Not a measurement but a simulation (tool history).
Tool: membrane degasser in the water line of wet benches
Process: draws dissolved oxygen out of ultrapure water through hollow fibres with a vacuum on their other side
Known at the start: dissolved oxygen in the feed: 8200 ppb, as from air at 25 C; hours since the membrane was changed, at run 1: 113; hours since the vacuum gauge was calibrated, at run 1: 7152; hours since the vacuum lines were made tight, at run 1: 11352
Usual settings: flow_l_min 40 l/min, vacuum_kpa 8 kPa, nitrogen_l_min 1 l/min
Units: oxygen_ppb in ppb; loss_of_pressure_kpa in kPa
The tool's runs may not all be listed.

run	hour	flow_l_min	vacuum_kpa	nitrogen_l_min	hours since the membrane was changed	hours since the vacuum gauge was calibrated	hours since the vacuum lines were made tight	oxygen_ppb	loss_of_pressure_kpa
1	0	40	8	1	113	7152	11352	593.7	47.57
2	121.7	40	8	1	235	7274	11474	596.7	47.54
3	196.9	40	8	1	310	7349	11549	594.3	47.5
4	274.2	40	8	1	387	7426	11626	598.5	47.89
5	355.3	40	8	1	468	7508	11708	595.9	47.67
6	485.8	40	8	1	599	7638	11838	602.6	47.57
7	598.3	40	8	1	711	7751	11951	591.6	47.41
8	735.4	40	8	1	848	7888	12088	584.2	47.18
9	871.4	40	8	1	984	8024	12224	598.4	47.03
10	949.9	40	8	1	1063	8102	12302	600.3	46.93
11	1105.6	40	8	1	1219	8258	12458	595	47.25
12	1243.2	40	8	1.23	1356	8396	12596	543.4	47.06
# hour 1325: vacuum gauge calibrated
13	1326.3	40	8	1.23	1439	1	12678	547.7	47.21
# hour 1335.6: seals of the vacuum lines changed
14	1429.7	40	8	1.23	1540	103	94	543.5	46.98
15	1584.1	40	8	1.23	1695	257	249	541.4	46.52
16	1690.3	40	8	1.23	1801	363	355	538.5	46.87
17	1833.2	40	8	1	1944	506	498	602.5	46.56
18	1946.2	31	6.66	0.76	2057	619	611	440.6	36.15
19	2023.5	26	8	0.76	2134	696	688	451.9	30.02
# hour 2080.5: gauge calibrated
20	2119.3	55	18.92	0.88	2230	792	784	1766.5	65.65
21	2216.7	55	18.92	0.88	2327	890	881	1771.3	65.22
22	2353.8	33	7.04	0.49	2464	1027	1018	596.5	39.13
23	2518.1	58	5.04	0.43	2629	1191	1183	700.8	68.93
24	2688.2	58	5.04	0.43	2799	1361	1353	703.2	68.49
25	2761.3	58	5.04	0.43	2872	1434	1426	711.9	68.45
26	2925.8	37	8	0.84	3036	1599	1590	593.8	43.65
27	3041.4	44	8	2.87	3152	1714	1706	433.7	52.27
28	3180	38	13.66	0.54	3290	1853	1844	1310.4	44.4
29	3302.9	58	7.12	1.04	3413	1976	1967	755.9	68.1
30	3440.5	37	5.06	1.24	3551	2113	2105	328.2	43.74
31	3534	37	5.06	1.24	3644	2207	2198	328.2	43.33
32	3650.9	37	5.06	1.24	3761	2324	2315	328.8	43.66
33	3821.3	37	5.06	1.24	3932	2494	2486	323.8	43.1

Forecast each of these 3 alternatives for the next run:
A	3912.9	44	5.88	1	4023	2586	2577	?	?
B	3912.9	40	8	0.72	4023	2586	2577	?	?
C	3912.9	47	17.52	2.41	4023	2586	2577	?	?

run	oxygen_ppb	loss_of_pressure_kpa
A	498.8	51.49
B	699.5	46.44
C	850.5	54.63
Without the tool's hidden state the same runs would have given:
run	oxygen_ppb	loss_of_pressure_kpa
A	498.2	52.65
B	699	47.49
C	850	55.86
